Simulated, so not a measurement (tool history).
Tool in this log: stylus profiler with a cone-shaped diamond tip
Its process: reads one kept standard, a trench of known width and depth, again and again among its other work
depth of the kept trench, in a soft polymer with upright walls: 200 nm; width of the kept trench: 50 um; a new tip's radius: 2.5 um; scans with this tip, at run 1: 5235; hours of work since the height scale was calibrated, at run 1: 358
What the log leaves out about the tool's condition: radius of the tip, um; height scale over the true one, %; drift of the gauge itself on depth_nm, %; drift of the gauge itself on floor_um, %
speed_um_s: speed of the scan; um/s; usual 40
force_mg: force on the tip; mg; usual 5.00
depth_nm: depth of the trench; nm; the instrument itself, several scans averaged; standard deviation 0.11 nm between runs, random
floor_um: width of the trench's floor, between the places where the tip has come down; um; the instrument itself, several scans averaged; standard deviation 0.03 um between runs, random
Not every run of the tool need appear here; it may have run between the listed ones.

run     day  speed_um_s  force_mg  scans with this tip  hours of work since the height scale was calibrated  depth_nm  floor_um
  1   0.000          40      5.00                 5235                                                  358    202.03     47.69
  2   0.858          40      5.00                 5412                                                  370    201.97     47.66
  3   2.021          40      5.00                 5651                                                  386    201.81     47.71
  4   2.812          40      6.13                 5815                                                  397    202.48     47.63
  5   3.717          40      6.13                 6001                                                  410    202.36     47.69
  6   4.654          40      6.13                 6194                                                  423    202.36     47.63
  7   5.404          40      6.13                 6349                                                  434    202.41     47.65
  8   6.300          40      6.13                 6534                                                  447    202.49     47.63
  9   7.208          40      2.16                 6720                                                  459    200.95     47.52
 10   8.083          17      2.16                 6901                                                  472    201.12     47.70
 11   9.550          17      2.16                 7203                                                  492    201.07     47.66
 12  10.842          40      5.00                 7469                                                  511    201.92     47.56
 13  12.108          46      5.00                 7731                                                  528    202.19     47.56
 14  13.475          46      5.00                 8012                                                  548    201.90     47.54
 15  14.258          46      5.00                 8174                                                  559    202.27     47.57
 16  15.533          15      5.00                 8437                                                  577    201.99     47.69
 17  16.450          99      5.00                 8626                                                  590    201.90     47.34
 18  17.312          99      5.00                 8804                                                  602    202.00     47.32
 19  18.317          99      5.00                 9010                                                  616    201.92     47.30
 20  18.996          40      5.00                 9151                                                  626    202.02     47.56
 21  20.158          40      5.00                 9390                                                  642    201.87     47.52
 22  20.858          40      5.00                 9534                                                  652    201.99     47.52
 23  21.579          40      5.00                 9683                                                  662    201.89     47.46
 24  22.708         153      6.87                 9915                                                  678    202.59     47.11
 25  23.862         153      6.87                10154                                                  694    202.37     47.11
 26  25.279          91      2.14                10446                                                  714    200.80     47.09
 27  25.988          40     12.20                10592                                                  724    203.92     47.54
 28  27.421          40     12.20                10887                                                  744    204.03     47.47
 29  28.688          40     12.20                11148                                                  762    203.92     47.52
 30  29.521          16      2.47                11320                                                  774    200.98     47.54
 31  30.612          68      5.68                11545                                                  789    201.83     47.31
 32  31.271          68      5.68                11681                                                  799    201.99     47.31
 33  32.350          16      3.27                11903                                                  814    201.17     47.53
 34  33.271          14      3.28                12093                                                  827    201.11     47.48
 35  34.125          14      3.28                12269                                                  839    201.11     47.47
 36  35.196          15      2.01                12490                                                  854    200.64     47.41
 37  35.917         109      2.59                12638                                                  864    200.91     46.98
 38  37.058         109      2.59                12874                                                  880    200.56     46.91
 39  37.996         109      2.59                13067                                                  893    200.93     46.95
 40  39.133          34     13.83                13301                                                  909    204.07     47.45
 41  40.533          34     13.83                13590                                                  929    204.16     47.42
 42  41.833          64      8.16                13858                                                  947    202.40     47.33
 43  42.550          64      8.16                14006                                                  957    202.49     47.35
 44  43.254          71      8.83                14151                                                  967    202.61     47.30
 45  43.875          71      8.83                14279                                                  976    202.92     47.27
 46  45.138          31      3.20                14539                                                  994    201.10     47.30

Branching from run 46: 3 alternative next runs. What would each branch give?
  A  45.817          60      5.00                14679                                                 1003         ?         ?
  B  45.817          63     12.78                14679                                                 1003         ?         ?
  C  45.817          11     14.78                14679                                                 1003         ?         ?

run  depth_nm  floor_um
  A    201.41     47.24
  B    203.71     47.34
  C    204.31     47.39
Had the tool no hidden state, the same runs would have come out as:
run  depth_nm  floor_um
  A    202.27     47.84
  B    204.58     47.94
  C    205.19     48.00

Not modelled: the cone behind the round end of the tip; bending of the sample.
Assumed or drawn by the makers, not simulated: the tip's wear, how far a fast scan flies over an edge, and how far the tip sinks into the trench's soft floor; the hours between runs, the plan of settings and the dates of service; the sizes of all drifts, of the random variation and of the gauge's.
